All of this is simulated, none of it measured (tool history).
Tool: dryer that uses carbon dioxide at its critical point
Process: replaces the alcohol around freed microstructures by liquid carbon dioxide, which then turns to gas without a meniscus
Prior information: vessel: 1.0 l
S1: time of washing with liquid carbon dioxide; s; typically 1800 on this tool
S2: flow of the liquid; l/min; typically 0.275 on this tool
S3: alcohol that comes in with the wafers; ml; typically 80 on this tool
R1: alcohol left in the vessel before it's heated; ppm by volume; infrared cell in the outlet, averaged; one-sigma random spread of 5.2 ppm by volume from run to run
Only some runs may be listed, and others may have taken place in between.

{"run": 1, "hour": 0.0, "S1": 1800, "S2": 0.275, "S3": 80, "R1": 242}
{"run": 2, "hour": 31.9, "S1": 1800, "S2": 0.275, "S3": 80, "R1": 258}
{"run": 3, "hour": 56.2, "S1": 1800, "S2": 0.275, "S3": 80, "R1": 266}
{"run": 4, "hour": 108.7, "S1": 2460, "S2": 0.275, "S3": 80, "R1": 108}
{"run": 5, "hour": 133.7, "S1": 2460, "S2": 0.275, "S3": 80, "R1": 114}
{"run": 6, "hour": 173.6, "S1": 2460, "S2": 0.275, "S3": 80, "R1": 109}
{"run": 7, "hour": 205.4, "S1": 2460, "S2": 0.275, "S3": 80, "R1": 125}
{"run": 8, "hour": 251.9, "S1": 1500, "S2": 0.275, "S3": 80, "R1": 731}
{"run": 9, "hour": 281.1, "S1": 1800, "S2": 0.275, "S3": 80, "R1": 359}
{"run": 10, "hour": 322.5, "S1": 1800, "S2": 0.275, "S3": 80, "R1": 367}
{"run": 11, "hour": 350.8, "S1": 1800, "S2": 0.275, "S3": 80, "R1": 202}
{"run": 12, "hour": 396.2, "S1": 1800, "S2": 0.275, "S3": 80, "R1": 208}
{"run": 13, "hour": 423.6, "S1": 1800, "S2": 0.275, "S3": 80, "R1": 212}
{"run": 14, "hour": 473.3, "S1": 1800, "S2": 0.275, "S3": 80, "R1": 220}
{"run": 15, "hour": 511.9, "S1": 1800, "S2": 0.275, "S3": 80, "R1": 232}
{"run": 16, "hour": 555.8, "S1": 1800, "S2": 0.275, "S3": 80, "R1": 255}
{"run": 17, "hour": 614.6, "S1": 1800, "S2": 0.275, "S3": 80, "R1": 263}
{"run": 18, "hour": 646.8, "S1": 1800, "S2": 0.275, "S3": 80, "R1": 267}
{"run": 19, "hour": 683.8, "S1": 1680, "S2": 0.317, "S3": 27, "R1": 161}
{"run": 20, "hour": 734.9, "S1": 1920, "S2": 0.219, "S3": 80, "R1": 541}
{"run": 21, "hour": 759.0, "S1": 2280, "S2": 0.173, "S3": 80, "R1": 721}
{"run": 22, "hour": 791.8, "S1": 1140, "S2": 0.275, "S3": 80, "R1": 1792}
{"run": 23, "hour": 818.1, "S1": 1740, "S2": 0.181, "S3": 27, "R1": 694}
{"run": 24, "hour": 849.1, "S1": 1740, "S2": 0.324, "S3": 41, "R1": 187}
{"run": 25, "hour": 905.2, "S1": 1260, "S2": 0.324, "S3": 25, "R1": 337}
{"run": 26, "hour": 928.8, "S1": 1800, "S2": 0.445, "S3": 80, "R1": 163}
{"run": 27, "hour": 986.4, "S1": 1800, "S2": 0.445, "S3": 80, "R1": 172}
{"run": 28, "hour": 1042.4, "S1": 1800, "S2": 0.275, "S3": 26, "R1": 184}

Put back what was entered between runs (2 entries, withheld): which listed runs does each sit between, and how does the hidden state differ from the listed run before to the listed run after?
In the gap between runs 10 and 11: inlet filter changed (hour 332.4)
  flow that reaches the vessel past the clogged filter, %: 83.4 -> 99.4; alcohol in the recycled carbon dioxide, ppm: 103.1 -> 105.8
  measured minus no-state result, R1: +281 -> +104 ppm by volume
In the gap between runs 27 and 28: inlet filter changed (hour 1041.3)
  flow that reaches the vessel past the clogged filter, %: 85.9 -> 99.3; alcohol in the recycled carbon dioxide, ppm: 161.2 -> 165.6
  measured minus no-state result, R1: +161 -> +158 ppm by volume

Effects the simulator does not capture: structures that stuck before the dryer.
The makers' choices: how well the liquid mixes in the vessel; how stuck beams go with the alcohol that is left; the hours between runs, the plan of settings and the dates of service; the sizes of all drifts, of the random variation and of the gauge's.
